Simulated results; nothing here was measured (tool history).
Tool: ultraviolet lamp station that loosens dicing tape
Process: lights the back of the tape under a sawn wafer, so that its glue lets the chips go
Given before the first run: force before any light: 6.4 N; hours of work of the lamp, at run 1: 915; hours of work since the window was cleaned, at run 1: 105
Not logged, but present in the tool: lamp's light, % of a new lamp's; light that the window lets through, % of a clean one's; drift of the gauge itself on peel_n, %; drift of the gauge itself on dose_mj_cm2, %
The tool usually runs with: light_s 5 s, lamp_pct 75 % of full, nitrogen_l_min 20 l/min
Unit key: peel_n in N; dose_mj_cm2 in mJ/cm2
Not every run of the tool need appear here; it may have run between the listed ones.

run,hour,light_s,lamp_pct,nitrogen_l_min,hours of work of the lamp,hours of work since the window was cleaned,peel_n,dose_mj_cm2
1,0.0,5,75,20,915,105,0.429,179
2,32.8,5,75,20,933,124,0.464,175
3,62.5,4,75,20,950,141,0.717,135
4,104.3,4,79,20,974,164,0.685,145
5,125.3,4,79,33,986,176,0.541,142
6,150.6,4,79,33,1000,190,0.526,143
7,180.7,4,79,33,1017,207,0.551,137
8,210.8,5,78,20,1034,224,0.468,171
9,246.0,5,78,20,1054,244,0.488,167
10,282.2,5,78,20,1075,265,0.523,165
11,312.7,5,78,20,1092,282,0.535,166
# hour 337.0: window cleaned of glue's vapour
12,340.6,5,78,20,1107,2,0.593,151
13,374.6,5,78,20,1127,21,0.588,151
14,402.0,5,78,20,1142,37,0.617,147
15,446.8,5,78,20,1168,62,0.671,145
16,482.6,3,78,20,1188,82,1.624,85
17,505.8,5,66,20,1201,96,0.967,121
18,543.3,5,75,20,1222,117,0.791,138
# hour 581.8: window cleaned of glue's vapour, once more
19,582.3,5,75,20,1244,0,0.423,177
20,603.8,5,75,7,1256,12,0.897,177
21,643.5,5,75,7,1279,35,0.906,173
22,676.7,5,75,7,1297,54,0.937,172
23,719.5,5,75,7,1322,78,0.957,171
24,765.6,3,75,6,1348,104,2.171,101
25,784.4,3,75,6,1358,115,2.149,101
26,813.4,3,66,21,1375,131,1.558,84
27,837.7,4,75,24,1388,145,0.779,131
28,863.9,4,75,12,1403,160,1.141,126
29,893.7,5,75,20,1420,177,0.596,156
30,923.9,5,75,35,1437,194,0.425,154
31,945.2,5,75,35,1449,206,0.436,153
32,989.9,5,75,29,1475,231,0.465,149
33,1013.9,5,68,7,1488,245,1.364,133
34,1056.3,5,68,7,1512,269,1.344,140
35,1089.9,5,68,7,1531,288,1.466,133
# hour 1103.6: window cleaned of glue's vapour
36,1129.4,7,74,40,1553,15,0.176,237
37,1173.4,7,74,40,1578,39,0.179,229
38,1211.3,5,74,31,1600,61,0.402,157
39,1239.2,3,88,7,1615,77,1.753,116
40,1281.3,3,88,7,1639,101,1.739,112
# hour 1292.7: lamp changed
41,1307.5,4,69,8,8,115,1.099,149
42,1353.4,4,71,10,34,141,0.936,152
43,1398.5,8,72,26,60,166,0.143,297

For each entry between runs, how does the tool's hidden state at the last listed run before it compare with that at the first listed run after it?
In the gap between runs 11 and 12: window cleaned of glue's vapour (hour 337.0)
  lamp's light, % of a new lamp's: 85 -> 84.8; light that the window lets through, % of a clean one's: 85.1 -> 80.5
  difference, measured minus the result without the unlogged condition, peel_n: +0.269 -> +0.337 N; dose_mj_cm2: -62 -> -70 mJ/cm2
In the gap between runs 18 and 19: window cleaned of glue's vapour, once more (hour 581.8)
  lamp's light, % of a new lamp's: 83.4 -> 83.1; light that the window lets through, % of a clean one's: 74.5 -> 99.7
  difference, measured minus the result without the unlogged condition, peel_n: +0.509 -> +0.144 N; dose_mj_cm2: -82 -> -37 mJ/cm2
In the gap between runs 35 and 36: window cleaned of glue's vapour (hour 1103.6)
  lamp's light, % of a new lamp's: 79.5 -> 79.2; light that the window lets through, % of a clean one's: 84.9 -> 99.1
  difference, measured minus the result without the unlogged condition, peel_n: +0.720 -> +0.044 N; dose_mj_cm2: -63 -> -63 mJ/cm2
In the gap between runs 40 and 41: lamp changed (hour 1292.7)
  lamp's light, % of a new lamp's: 78.2 -> 99.7; light that the window lets through, % of a clean one's: 94.7 -> 94
  difference, measured minus the result without the unlogged condition, peel_n: +0.611 -> +0.117 N; dose_mj_cm2: -39 -> -10 mJ/cm2
